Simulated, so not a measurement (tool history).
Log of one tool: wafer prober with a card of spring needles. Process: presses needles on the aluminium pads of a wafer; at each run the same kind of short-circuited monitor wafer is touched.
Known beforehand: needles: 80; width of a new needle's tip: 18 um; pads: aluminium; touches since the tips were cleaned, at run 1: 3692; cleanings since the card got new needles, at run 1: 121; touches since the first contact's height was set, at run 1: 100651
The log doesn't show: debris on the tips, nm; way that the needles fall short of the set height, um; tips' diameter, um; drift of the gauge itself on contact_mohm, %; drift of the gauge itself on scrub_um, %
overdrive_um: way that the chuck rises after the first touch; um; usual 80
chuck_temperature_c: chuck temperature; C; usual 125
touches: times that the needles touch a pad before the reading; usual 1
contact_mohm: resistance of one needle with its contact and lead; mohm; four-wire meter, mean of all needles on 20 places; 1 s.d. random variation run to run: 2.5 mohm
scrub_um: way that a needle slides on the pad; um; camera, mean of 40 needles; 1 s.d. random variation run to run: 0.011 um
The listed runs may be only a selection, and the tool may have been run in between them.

run	day	overdrive_um	chuck_temperature_c	touches	touches since the tips were cleaned	cleanings since the card got new needles	touches since the first contact's height was set	contact_mohm	scrub_um
1	0	80	125	1	3692	121	100651	344	14.26
# day 0.558: tips cleaned on abrasive film
# day 1.521: tips cleaned on abrasive film
# day 2.446: tips cleaned on abrasive film
# day 2.458: height of the first contact set anew
2	2.554	80	125	1	999	124	999	309	14.43
# day 3.333: tips cleaned on abrasive film
# day 4.221: tips cleaned on abrasive film
3	4.333	80	125	3	1161	126	19353	300	14.38
# day 5.067: tips cleaned on abrasive film
# day 5.983: tips cleaned on abrasive film
# day 6.962: tips cleaned on abrasive film
4	7.133	80	125	3	1758	129	48306	298	14.35
# day 7.921: tips cleaned on abrasive film
# day 8.875: tips cleaned on abrasive film
5	8.904	68	125	1	304	131	66655	307	12.13
# day 9.704: tips cleaned on abrasive film
# day 10.504: tips cleaned on abrasive film
# day 11.429: tips cleaned on abrasive film
6	11.729	68	125	1	3114	134	95841	358	12.09
# day 12.312: tips cleaned on abrasive film
# day 13.217: tips cleaned on abrasive film
# day 14.158: tips cleaned on abrasive film
7	14.254	68	125	1	973	137	121924	334	12.03
# day 14.654: height of the first contact set anew
# day 15.054: tips cleaned on abrasive film
# day 16.05: tips cleaned on abrasive film
# day 17: tips cleaned on abrasive film
8	17.058	92	125	1	617	140	24864	299	16.51
# day 17.8: tips cleaned on abrasive film
# day 18.762: tips cleaned on abrasive film
9	19.054	92	125	1	2993	142	45474	329	16.5
# day 19.654: tips cleaned on abrasive film
# day 20.45: tips cleaned on abrasive film
# day 21.425: tips cleaned on abrasive film
10	21.542	80	125	1	1194	145	71192	326	14.28
# day 22.267: tips cleaned on abrasive film
# day 23.158: tips cleaned on abrasive film
11	23.538	80	125	1	3974	147	91858	342	14.24
# day 24.138: tips cleaned on abrasive film
# day 25.133: tips cleaned on abrasive film
12	25.333	80	125	1	2105	149	110426	325	14.23
# day 26.129: tips cleaned on abrasive film
# day 26.85: height of the first contact set anew
13	26.921	80	125	1	8123	150	745	364	14.43
# day 27.075: tips cleaned on abrasive film
# day 27.871: tips cleaned on abrasive film
# day 28.792: tips cleaned on abrasive film
14	29.304	80	125	1	5307	153	25344	359	14.36
# day 29.688: tips cleaned on abrasive film
# day 30.625: tips cleaned on abrasive film
# day 31.579: tips cleaned on abrasive film
# day 32.479: tips cleaned on abrasive film
15	32.608	90	125	1	1367	157	59524	316	16.12
# day 33.358: tips cleaned on abrasive film
# day 34.275: tips cleaned on abrasive film
16	34.275	71	125	1	0	159	76741	303	12.65
# day 35.075: tips cleaned on abrasive film
# day 35.996: tips cleaned on abrasive film
# day 36.954: tips cleaned on abrasive film
17	37.583	75	102	2	6529	162	110957	336	13.33
# day 37.788: tips cleaned on abrasive film
# day 38.725: tips cleaned on abrasive film
# day 38.921: height of the first contact set anew
# day 39.708: tips cleaned on abrasive film
18	39.95	78	44	2	2500	165	10617	305	14.03
# day 40.55: tips cleaned on abrasive film
# day 41.471: tips cleaned on abrasive film
19	42.225	78	44	2	7814	167	34176	321	14.02
# day 42.425: tips cleaned on abrasive film
# day 43.338: tips cleaned on abrasive film
20	43.871	78	44	2	5518	169	51175	321	13.98
# day 44.233: tips cleaned on abrasive film
# day 45.204: tips cleaned on abrasive film
# day 46: tips cleaned on abrasive film
# day 46.933: tips cleaned on abrasive film
21	46.933	87	44	1	0	173	82807	273	15.54
# day 47.925: tips cleaned on abrasive film
# day 48.867: tips cleaned on abrasive film
# day 49.808: tips cleaned on abrasive film
22	49.942	87	44	1	1378	176	113928	296	15.49
# day 50.662: tips cleaned on abrasive film
# day 51.004: height of the first contact set anew
# day 51.604: tips cleaned on abrasive film
23	52.375	87	57	1	8019	178	14207	346	15.68
# day 52.579: tips cleaned on abrasive film
# day 53.471: tips cleaned on abrasive film
24	53.896	66	57	2	4423	180	29921	334	11.83
# day 54.3: tips cleaned on abrasive film
# day 55.208: tips cleaned on abrasive film
25	55.546	66	57	2	3516	182	46962	331	11.81
# day 56.108: tips cleaned on abrasive film
# day 57.054: tips cleaned on abrasive film
# day 58.004: tips cleaned on abrasive film
26	58.004	66	66	2	0	185	72347	288	11.73
# day 58.904: tips cleaned on abrasive film
# day 59.9: tips cleaned on abrasive film
27	59.975	80	90	1	751	187	92730	300	14.26
# day 60.754: tips cleaned on abrasive film
# day 61.55: tips cleaned on abrasive film
# day 62.55: tips cleaned on abrasive film
28	62.988	80	90	1	4549	190	123908	360	14.17
# day 63.2: height of the first contact set anew
# day 63.4: tips cleaned on abrasive film
# day 64.288: tips cleaned on abrasive film
# day 65.167: tips cleaned on abrasive film
29	65.45	78	94	2	2944	193	23247	316	14

Alternative continuations, all from the tool just after run 29; predict every row:
# day 66.017: tips cleaned on abrasive film
# day 66.908: tips cleaned on abrasive film
# day 67.858: tips cleaned on abrasive film
A	68.167	83	38	2	3194	196	51350	?	?
# day 66.017: tips cleaned on abrasive film
# day 66.908: tips cleaned on abrasive film
# day 67.858: tips cleaned on abrasive film
B	68.167	78	44	2	3194	196	51350	?	?
# day 66.017: tips cleaned on abrasive film
# day 66.908: tips cleaned on abrasive film
# day 67.858: tips cleaned on abrasive film
C	68.167	70	125	1	3194	196	51350	?	?

run	contact_mohm	scrub_um
A	301	14.86
B	308	13.96
C	364	12.51
Stripped of hidden state, with their random variation kept, the same runs would have yielded:
run	contact_mohm	scrub_um
A	259	14.97
B	262	14.07
C	285	12.62

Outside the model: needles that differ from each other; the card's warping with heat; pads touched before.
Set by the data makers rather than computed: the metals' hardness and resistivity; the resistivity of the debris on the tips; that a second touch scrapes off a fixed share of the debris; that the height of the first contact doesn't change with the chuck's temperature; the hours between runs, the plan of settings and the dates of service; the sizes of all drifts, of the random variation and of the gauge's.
